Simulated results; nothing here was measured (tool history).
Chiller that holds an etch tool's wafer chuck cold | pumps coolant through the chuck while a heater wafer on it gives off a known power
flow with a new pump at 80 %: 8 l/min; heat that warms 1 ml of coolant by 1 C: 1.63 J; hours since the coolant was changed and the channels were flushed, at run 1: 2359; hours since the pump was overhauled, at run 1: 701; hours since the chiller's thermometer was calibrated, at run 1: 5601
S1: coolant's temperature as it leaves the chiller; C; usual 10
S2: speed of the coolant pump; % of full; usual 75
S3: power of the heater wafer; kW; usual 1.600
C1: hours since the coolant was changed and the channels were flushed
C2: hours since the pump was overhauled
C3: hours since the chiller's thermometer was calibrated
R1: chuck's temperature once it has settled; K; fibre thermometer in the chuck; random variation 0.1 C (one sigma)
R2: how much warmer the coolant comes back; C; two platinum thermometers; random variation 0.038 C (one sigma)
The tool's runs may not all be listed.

| run | hour | S1 | S2 | S3 | C1 | C2 | C3 | R1 | R2 |
|---|---|---|---|---|---|---|---|---|---|
| 1 | 0.0 | 10 | 75 | 1.600 | 2359 | 701 | 5601 | 303.95 | 7.85 |
| 2 | 42.4 | 10 | 75 | 1.600 | 2402 | 743 | 5643 | 304.05 | 7.83 |
| 3 | 88.1 | 7 | 75 | 1.600 | 2448 | 789 | 5689 | 301.35 | 7.91 |
|  | 102.7 | chiller's thermometer calibrated |
| 4 | 162.4 | 7 | 75 | 1.600 | 2521 | 862 | 60 | 301.05 | 7.99 |
| 5 | 233.9 | 10 | 75 | 1.600 | 2592 | 933 | 131 | 304.25 | 7.94 |
| 6 | 282.0 | 10 | 75 | 1.600 | 2640 | 982 | 179 | 304.35 | 7.89 |
| 7 | 343.7 | 10 | 75 | 1.600 | 2702 | 1043 | 241 | 304.35 | 7.85 |
| 8 | 422.0 | 10 | 75 | 1.600 | 2780 | 1122 | 319 | 304.15 | 7.87 |
| 9 | 471.7 | 10 | 75 | 1.600 | 2830 | 1171 | 369 | 304.25 | 7.83 |
| 10 | 513.5 | 17 | 75 | 1.600 | 2872 | 1213 | 411 | 311.35 | 7.94 |
| 11 | 575.9 | 17 | 75 | 2.163 | 2934 | 1276 | 473 | 318.85 | 10.71 |
| 12 | 628.4 | 17 | 75 | 2.163 | 2987 | 1328 | 526 | 318.85 | 10.68 |
| 13 | 694.8 | 1 | 75 | 1.600 | 3053 | 1394 | 592 | 295.55 | 7.94 |
| 14 | 751.0 | 10 | 75 | 2.279 | 3109 | 1451 | 648 | 313.75 | 11.19 |
| 15 | 832.2 | 10 | 75 | 1.600 | 3191 | 1532 | 730 | 304.65 | 7.96 |
| 16 | 872.6 | 10 | 75 | 1.600 | 3231 | 1572 | 770 | 304.55 | 7.90 |
|  | 885.0 | coolant pump overhauled |
| 17 | 955.8 | 18 | 100 | 2.182 | 3309 | 71 | 848 | 314.05 | 8.17 |
| 18 | 1000.3 | 9 | 70 | 1.152 | 3354 | 115 | 893 | 298.85 | 6.20 |
| 19 | 1045.3 | 9 | 70 | 1.152 | 3399 | 160 | 938 | 298.65 | 6.19 |
| 20 | 1100.1 | 2 | 76 | 1.939 | 3454 | 215 | 992 | 301.25 | 9.63 |
| 21 | 1151.9 | 2 | 68 | 1.400 | 3505 | 267 | 1044 | 295.85 | 7.71 |
|  | 1162.0 | coolant pump overhauled, once more |
| 22 | 1234.4 | 3 | 74 | 1.533 | 3583 | 72 | 1122 | 296.85 | 7.62 |
| 23 | 1303.0 | 13 | 62 | 1.869 | 3651 | 141 | 1190 | 315.75 | 11.11 |
| 24 | 1381.1 | 10 | 80 | 1.357 | 3730 | 219 | 1268 | 300.35 | 6.29 |
| 25 | 1423.8 | 10 | 79 | 0.983 | 3772 | 262 | 1311 | 295.65 | 4.61 |
| 26 | 1466.4 | 12 | 75 | 1.600 | 3815 | 304 | 1354 | 306.55 | 7.91 |
| 27 | 1512.1 | 12 | 76 | 1.782 | 3861 | 350 | 1399 | 308.65 | 8.61 |
| 28 | 1557.7 | 12 | 76 | 1.782 | 3906 | 396 | 1445 | 308.85 | 8.65 |
| 29 | 1635.0 | 12 | 76 | 1.782 | 3983 | 473 | 1522 | 308.85 | 8.62 |
| 30 | 1709.8 | 9 | 69 | 1.749 | 4058 | 548 | 1597 | 307.35 | 9.33 |
| 31 | 1777.7 | 10 | 78 | 1.729 | 4126 | 616 | 1665 | 305.45 | 8.16 |
| 32 | 1816.5 | 15 | 72 | 1.125 | 4165 | 655 | 1704 | 303.85 | 5.73 |

4 ways to go on from here, each from the tool as it stands after run 32. What would each give?
| A | 1868.0 | 10 | 96 | 1.138 | 4216 | 706 | 1755 | ? | ? |
| B | 1868.0 | 10 | 75 | 2.273 | 4216 | 706 | 1755 | ? | ? |
| C | 1868.0 | 15 | 97 | 1.125 | 4216 | 706 | 1755 | ? | ? |
| D | 1868.0 | 10 | 67 | 1.600 | 4216 | 706 | 1755 | ? | ? |

| run | R1 | R2 |
|---|---|---|
| A | 295.55 | 4.34 |
| B | 313.75 | 11.15 |
| C | 300.35 | 4.21 |
| D | 307.05 | 8.83 |
Without the tool's hidden state the same runs would have given:
| run | R1 | R2 |
|---|---|---|
| A | 294.55 | 4.32 |
| B | 311.35 | 11.11 |
| C | 299.45 | 4.19 |
| D | 305.15 | 8.79 |

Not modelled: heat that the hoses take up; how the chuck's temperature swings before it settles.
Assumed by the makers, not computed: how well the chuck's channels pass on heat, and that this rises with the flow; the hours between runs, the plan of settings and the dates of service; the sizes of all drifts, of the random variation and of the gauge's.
